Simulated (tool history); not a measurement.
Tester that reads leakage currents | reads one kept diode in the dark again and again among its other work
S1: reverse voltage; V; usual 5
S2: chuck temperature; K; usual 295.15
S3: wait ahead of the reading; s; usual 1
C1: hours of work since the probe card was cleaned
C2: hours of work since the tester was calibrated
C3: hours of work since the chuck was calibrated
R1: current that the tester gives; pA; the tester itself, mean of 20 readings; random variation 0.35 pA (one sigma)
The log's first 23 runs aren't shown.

{"run": 24, "day": 169.804, "S1": 7.26, "S2": 296.15, "S3": 1, "C1": 395, "C2": 2995, "C3": 702, "R1": 149.83}
{"run": 25, "day": 175.479, "S1": 9.61, "S2": 296.15, "S3": 1.68, "C1": 488, "C2": 3088, "C3": 794, "R1": 170.68}
{"run": 26, "day": 181.554, "S1": 11.55, "S2": 321.15, "S3": 8.63, "C1": 586, "C2": 3186, "C3": 893, "R1": 1342.66}
{"run": 27, "day": 190.242, "S1": 9.77, "S2": 306.15, "S3": 3.41, "C1": 727, "C2": 3327, "C3": 1034, "R1": 391.08}
{"run": 28, "day": 194.988, "S1": 2.12, "S2": 295.15, "S3": 7.15, "C1": 804, "C2": 3404, "C3": 1111, "R1": 74.26}
{"run": 29, "day": 205.112, "S1": 9.35, "S2": 326.15, "S3": 1, "C1": 969, "C2": 3569, "C3": 1275, "R1": 1754.78}
{"run": 30, "day": 212.075, "S1": 9.35, "S2": 326.15, "S3": 1, "C1": 1082, "C2": 3682, "C3": 1388, "R1": 1753.46}
{"day": 212.967, "done": "chuck's temperature calibrated"}
{"run": 31, "day": 219.808, "S1": 9.35, "S2": 326.15, "S3": 1, "C1": 1206, "C2": 3806, "C3": 111, "R1": 1746.55}

Forecast each of these 4 alternatives for the next run:
{"run": "A", "day": 227.292, "S1": 7.54, "S2": 314.15, "S3": 6.08, "C1": 1328, "C2": 3928, "C3": 233, "R1": "?"}
{"run": "B", "day": 227.292, "S1": 19.35, "S2": 326.15, "S3": 8.09, "C1": 1328, "C2": 3928, "C3": 233, "R1": "?"}
{"run": "C", "day": 227.292, "S1": 5, "S2": 295.15, "S3": 0.39, "C1": 1328, "C2": 3928, "C3": 233, "R1": "?"}
{"run": "D", "day": 227.292, "S1": 2.24, "S2": 306.15, "S3": 2.86, "C1": 1328, "C2": 3928, "C3": 233, "R1": "?"}

run=A R1=645.71
run=B R1=2475.85
run=C R1=117.42
run=D R1=192.51
Without the tool's hidden state the same runs would have given:
run=A R1=645.7
run=B R1=2475.89
run=C R1=117.39
run=D R1=192.51
